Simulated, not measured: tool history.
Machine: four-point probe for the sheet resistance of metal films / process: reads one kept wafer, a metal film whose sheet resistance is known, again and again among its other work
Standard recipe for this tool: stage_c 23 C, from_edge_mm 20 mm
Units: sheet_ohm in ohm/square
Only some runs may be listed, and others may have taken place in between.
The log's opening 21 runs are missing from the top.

run,hour,stage_c,from_edge_mm,sheet_ohm
22,266.1,23,11,0.036009
23,276.4,25,32,0.035903
24,286.5,21,4,0.036943
25,297.2,21,4,0.036965
26,311.2,20,33,0.035801
27,327.1,20,33,0.035785
28,337.4,23,12,0.035972
29,352.1,29,4,0.037148
30,362.0,32,20,0.036088
31,378.9,20,20,0.035818
32,395.7,20,20,0.035812
33,408.5,27,13,0.036047
34,421.4,19,5,0.036506
35,433.0,24,4,0.037033
36,441.6,19,34,0.035773
37,456.3,23,20,0.035884
38,466.3,25,21,0.035924

Expected results for the next run?
39,479.2,21,54,?

{"run 39": {"sheet_ohm": 0.035798}}
With no hidden state in the tool, this same run would have given sheet_ohm 0.035854 ohm/square.

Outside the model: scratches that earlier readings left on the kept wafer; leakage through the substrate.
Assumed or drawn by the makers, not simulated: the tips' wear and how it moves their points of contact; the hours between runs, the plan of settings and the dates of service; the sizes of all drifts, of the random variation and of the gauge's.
